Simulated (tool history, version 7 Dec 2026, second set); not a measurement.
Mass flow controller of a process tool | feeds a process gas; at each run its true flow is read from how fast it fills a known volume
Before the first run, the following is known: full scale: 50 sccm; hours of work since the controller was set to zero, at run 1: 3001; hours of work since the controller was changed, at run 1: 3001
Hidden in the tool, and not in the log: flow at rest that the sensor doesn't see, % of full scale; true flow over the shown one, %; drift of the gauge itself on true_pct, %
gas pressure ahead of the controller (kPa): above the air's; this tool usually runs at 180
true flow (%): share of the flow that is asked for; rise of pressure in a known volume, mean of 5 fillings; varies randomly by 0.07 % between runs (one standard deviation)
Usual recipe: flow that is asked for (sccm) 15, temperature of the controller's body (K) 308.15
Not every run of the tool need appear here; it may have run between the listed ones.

run,hour,flow that is asked for (sccm),gas pressure ahead of the controller (kPa),temperature of the controller's body (K),hours of work since the controller was set to zero,hours of work since the controller was changed,true flow (%)
1,0,15,180,308.15,3001,3001,97.52
2,420.7,43,180,308.15,3267,3267,99.01
3,840.8,15,180,308.15,3532,3532,97.43
4,1193,15,218,308.15,3754,3754,97.26
5,1669,15,218,302.15,4055,4055,97.66
6,2201.1,15,218,302.15,4391,4391,97.65
7,2572.4,15,180,299.15,4625,4625,98.15
8,3006.5,15,180,302.15,4899,4899,97.75
9,3337,35,180,308.15,5108,5108,98.33
10,3800.2,35,251,308.15,5401,5401,97.97
11,4326.1,35,251,308.15,5733,5733,97.8
12,4816.2,35,251,308.15,6042,6042,97.81
# hour 4974.3: controller's zero set anew
13,5100.8,35,251,308.15,80,6222,97.85
14,5471.4,15,180,308.15,314,6456,97.04
15,5752.5,15,180,308.15,491,6633,97.14
16,6155.8,15,186,308.15,746,6888,97.11
17,6454.9,36,180,308.15,935,7077,98.11
18,6899.1,36,249,308.15,1215,7357,97.76
19,7137.6,36,249,308.15,1366,7508,97.84
20,7360.3,36,249,308.15,1507,7648,97.72
21,7655.2,34,180,308.15,1693,7835,97.97
22,8002.4,15,180,308.15,1912,8054,96.97
23,8249.7,15,180,308.15,2068,8210,96.97
24,8767.8,15,180,308.15,2395,8537,96.92
# hour 9171.6: controller exchanged for a calibrated one
25,9171.6,6,171,300.15,0,0,97.13
26,9425.6,6,214,300.15,160,160,96.93
27,9641,31,171,311.15,296,296,97.34
28,10017.3,9,229,295.15,534,534,97.46
29,10337,9,229,295.15,736,736,97.45
30,10827.3,48,169,295.15,1046,1046,99.64
# hour 10855.2: gauge calibrated
31,11242.9,7,154,308.15,1308,1308,97.35
32,11511.3,30,203,308.15,1477,1477,98.04
33,11751.8,30,203,308.15,1629,1629,98.02
34,12215.5,39,211,301.15,1922,1922,99.05
35,12651.6,43,204,309.15,2197,2197,98.63
36,12944.1,45,181,299.15,2382,2382,99.42
37,13333.4,15,180,297.15,2628,2628,98.33
38,13782.9,30,267,293.15,2912,2912,98.83
39,14016.5,30,267,293.15,3059,3059,98.85
40,14424.4,5,278,307.15,3317,3317,96.53
41,14878.1,5,140,301.15,3603,3603,97.52
42,15105.5,7,245,295.15,3747,3747,97.66
43,15616,12,245,294.15,4069,4069,97.89
44,15997.3,8,168,306.15,4310,4310,97.18
45,16300.2,18,184,296.15,4501,4501,98.21
46,16817.2,18,184,296.15,4828,4828,98.3
47,17204.4,18,209,302.15,5072,5072,97.51

Hidden state at the last listed run before each entry between runs and at the first one after, where it differs:
Between runs 12 and 13: controller's zero set anew (hour 4974.3)
  flow at rest that the sensor doesn't see, % of full scale: 0.011 -> 0.001; drift of the gauge itself on true_pct, %: -0.34 -> -0.36
  measured less the result without the state, true flow (%): -0.36 -> -0.4
Between runs 24 and 25: controller exchanged for a calibrated one (hour 9171.6)
  flow at rest that the sensor doesn't see, % of full scale: 0.005 -> 0; true flow over the shown one, %: -0.07 -> 0; drift of the gauge itself on true_pct, %: -0.61 -> -0.64
  measured less the result without the state, true flow (%): -0.65 -> -0.63
Between runs 30 and 31: gauge calibrated (hour 10855.2)
  drift of the gauge itself on true_pct, %: -0.76 -> -0.03
  measured less the result without the state, true flow (%): -0.77 -> -0.02
